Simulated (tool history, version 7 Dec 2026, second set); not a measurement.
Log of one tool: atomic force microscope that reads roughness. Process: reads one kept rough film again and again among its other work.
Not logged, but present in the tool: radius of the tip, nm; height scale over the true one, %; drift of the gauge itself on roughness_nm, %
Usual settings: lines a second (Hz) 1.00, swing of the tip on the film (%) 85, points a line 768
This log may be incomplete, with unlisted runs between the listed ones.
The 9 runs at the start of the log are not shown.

| run | hour | lines a second (Hz) | swing of the tip on the film (%) | points a line | pictures with this tip | hours of work since the height scale was calibrated | roughness of the kept film (nm (root mean square)) |
|---|---|---|---|---|---|---|---|
| 10 | 445.1 | 1.00 | 68 | 768 | 125 | 849 | 1.773 |
|  | 472.9 | new tip fitted |
| 11 | 518.9 | 1.00 | 68 | 768 | 88 | 906 | 1.847 |
|  | 569.2 | new tip fitted |
| 12 | 578.2 | 1.00 | 85 | 768 | 18 | 952 | 2.323 |
| 13 | 612.4 | 1.00 | 85 | 768 | 83 | 979 | 1.899 |
| 14 | 656.1 | 1.00 | 85 | 768 | 166 | 1013 | 1.486 |
|  | 663.3 | new tip fitted |
| 15 | 728.3 | 1.00 | 85 | 768 | 123 | 1069 | 1.667 |
|  | 758.1 | new tip fitted |
| 16 | 797.5 | 1.00 | 85 | 768 | 75 | 1122 | 1.865 |
|  | 851.9 | new tip fitted |
| 17 | 870.4 | 1.00 | 56 | 667 | 35 | 1179 | 2.304 |
| 18 | 906.2 | 1.00 | 56 | 667 | 103 | 1207 | 1.861 |
|  | 948.6 | new tip fitted |
| 19 | 974.2 | 1.00 | 56 | 667 | 49 | 1259 | 2.215 |
| 20 | 1004.3 | 1.00 | 56 | 667 | 106 | 1283 | 1.823 |
|  | 1043.1 | new tip fitted |
| 21 | 1043.1 | 1.00 | 82 | 390 | 0 | 1313 | 2.495 |
|  | 1049.3 | height scale calibrated on a step standard |
| 22 | 1112.9 | 1.86 | 66 | 768 | 131 | 50 | 1.685 |
|  | 1139.7 | new tip fitted |
| 23 | 1151.8 | 3.22 | 89 | 770 | 23 | 80 | 1.928 |
| 24 | 1221.0 | 1.68 | 83 | 770 | 155 | 134 | 1.467 |
|  | 1237.5 | new tip fitted |
| 25 | 1262.9 | 0.55 | 78 | 869 | 48 | 166 | 2.205 |
| 26 | 1312.7 | 0.52 | 70 | 409 | 143 | 205 | 1.669 |
|  | 1330.3 | new tip fitted |
| 27 | 1349.3 | 2.66 | 56 | 428 | 36 | 233 | 2.259 |
|  | 1387.9 | height scale calibrated on a step standard, once more |
| 28 | 1412.4 | 2.21 | 64 | 396 | 154 | 19 | 1.519 |
|  | 1428.8 | new tip fitted |
| 29 | 1461.5 | 1.89 | 85 | 768 | 62 | 57 | 1.841 |
| 30 | 1500.5 | 0.90 | 89 | 973 | 136 | 87 | 1.598 |
|  | 1525.4 | new tip fitted |
| 31 | 1535.9 | 1.38 | 79 | 367 | 20 | 115 | 2.257 |
| 32 | 1581.9 | 2.62 | 75 | 294 | 108 | 151 | 1.642 |

Here are 5 independent what-if runs from the current tool condition. What would each one return?
|  | 1622.1 | new tip fitted |
| A | 1644.4 | 3.36 | 75 | 294 | 42 | 199 | ? |
|  | 1622.1 | new tip fitted |
| B | 1644.4 | 1.99 | 82 | 727 | 42 | 199 | ? |
|  | 1622.1 | new tip fitted |
| C | 1644.4 | 2.62 | 70 | 420 | 42 | 199 | ? |
|  | 1622.1 | new tip fitted |
| D | 1644.4 | 1.00 | 66 | 554 | 42 | 199 | ? |
|  | 1622.1 | new tip fitted |
| E | 1644.4 | 0.99 | 61 | 294 | 42 | 199 | ? |

| run | roughness of the kept film (nm (root mean square)) |
|---|---|
| A | 1.990 |
| B | 2.061 |
| C | 2.110 |
| D | 2.237 |
| E | 2.192 |
Stripped of hidden state, with their random variation kept, the same runs would have yielded:
| run | roughness of the kept film (nm (root mean square)) |
|---|---|
| A | 2.332 |
| B | 2.418 |
| C | 2.476 |
| D | 2.623 |
| E | 2.572 |

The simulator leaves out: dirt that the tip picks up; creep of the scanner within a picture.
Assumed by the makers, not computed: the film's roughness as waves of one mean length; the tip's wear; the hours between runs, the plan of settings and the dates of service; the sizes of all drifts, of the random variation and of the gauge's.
